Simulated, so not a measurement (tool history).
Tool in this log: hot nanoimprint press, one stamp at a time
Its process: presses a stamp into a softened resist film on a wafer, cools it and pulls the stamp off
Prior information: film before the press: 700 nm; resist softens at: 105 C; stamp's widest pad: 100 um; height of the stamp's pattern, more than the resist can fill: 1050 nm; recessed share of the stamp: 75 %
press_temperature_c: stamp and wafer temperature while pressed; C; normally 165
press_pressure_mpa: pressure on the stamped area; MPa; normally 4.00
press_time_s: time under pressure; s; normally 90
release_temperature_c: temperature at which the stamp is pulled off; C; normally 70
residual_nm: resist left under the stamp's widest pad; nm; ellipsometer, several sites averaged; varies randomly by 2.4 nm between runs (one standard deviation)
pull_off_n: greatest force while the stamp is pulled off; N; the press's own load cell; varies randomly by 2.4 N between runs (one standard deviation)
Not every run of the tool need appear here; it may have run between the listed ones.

run	hour	press_temperature_c	press_pressure_mpa	press_time_s	release_temperature_c	residual_nm	pull_off_n
1	0.0	165	4.00	90	70	423.7	192
2	16.4	165	4.00	90	70	425.2	202
3	29.1	165	4.00	90	70	427.1	201
4	38.4	165	4.00	90	70	429.0	207
# hour 47.9: plate thermocouple calibrated
# hour 63.0: stamp cleaned and given a new release coat
5	66.5	165	4.00	90	70	408.7	176
6	84.5	156	4.00	90	70	513.4	179
7	93.2	156	4.00	90	70	510.8	182
8	105.1	165	4.00	90	70	412.4	185
9	114.8	165	4.00	90	70	410.1	189
10	125.2	165	4.00	90	70	411.6	187
11	133.5	165	4.00	90	70	416.6	188
12	151.4	165	4.00	90	70	408.3	187
13	165.7	165	4.00	90	76	413.7	161
14	179.2	165	4.00	90	76	413.4	173
15	198.0	165	4.00	90	76	414.0	173
# hour 210.3: stamp cleaned and given a new release coat
16	216.5	166	4.00	90	67	406.1	192
17	228.4	166	4.00	90	67	404.5	199
18	243.1	166	4.00	90	67	407.1	193
19	261.1	161	2.81	55	75	574.0	163
20	270.8	165	3.22	90	69	457.0	193
21	283.5	165	3.08	143	61	416.4	230
22	293.8	165	4.53	90	70	395.9	192
23	305.7	171	6.40	90	70	275.3	190
24	323.8	171	4.00	90	61	358.6	239
25	332.6	165	3.53	90	70	451.4	191
26	350.0	165	3.53	90	70	447.2	204
# hour 357.2: stamp cleaned and given a new release coat
27	367.2	165	3.53	90	70	448.3	180
28	382.1	165	5.60	166	73	291.0	169
29	397.9	166	2.93	61	65	514.6	207

Below, some changes in residual_nm between adjacent runs. For each, the amount present without the hidden state too (settings, incoming material, random variation) and the amount remaining for the hidden state with gauge scatter not shared by both compared results:
Hidden state present: true temperature over the reading, C; pressure that arrives at the usual setting, %; grip of the stamp's worn release coat, % over a new coat's; drift of the gauge itself on residual_nm, %; drift of the gauge itself on pull_off_n, %.
Run 4 -> 5: plate thermocouple calibrated, stamp cleaned and given a new release coat. residual_nm -20.3 nm: hidden state -15.3, all else -5.0.
Run 18 -> 19: press_temperature_c 166 -> 161, press_pressure_mpa 4.00 -> 2.81, press_time_s 90 -> 55, release_temperature_c 67 -> 75. residual_nm +166.9 nm: hidden state -1.3, all else +168.2.
Run 19 -> 20: press_temperature_c 161 -> 165, press_pressure_mpa 2.81 -> 3.22, press_time_s 55 -> 90, release_temperature_c 75 -> 69. residual_nm -117.0 nm: hidden state +1.8, all else -118.8.
Run 28 -> 29: press_temperature_c 165 -> 166, press_pressure_mpa 5.60 -> 2.93, press_time_s 166 -> 61, release_temperature_c 73 -> 65. residual_nm +223.6 nm: hidden state +0.0, all else +223.6.

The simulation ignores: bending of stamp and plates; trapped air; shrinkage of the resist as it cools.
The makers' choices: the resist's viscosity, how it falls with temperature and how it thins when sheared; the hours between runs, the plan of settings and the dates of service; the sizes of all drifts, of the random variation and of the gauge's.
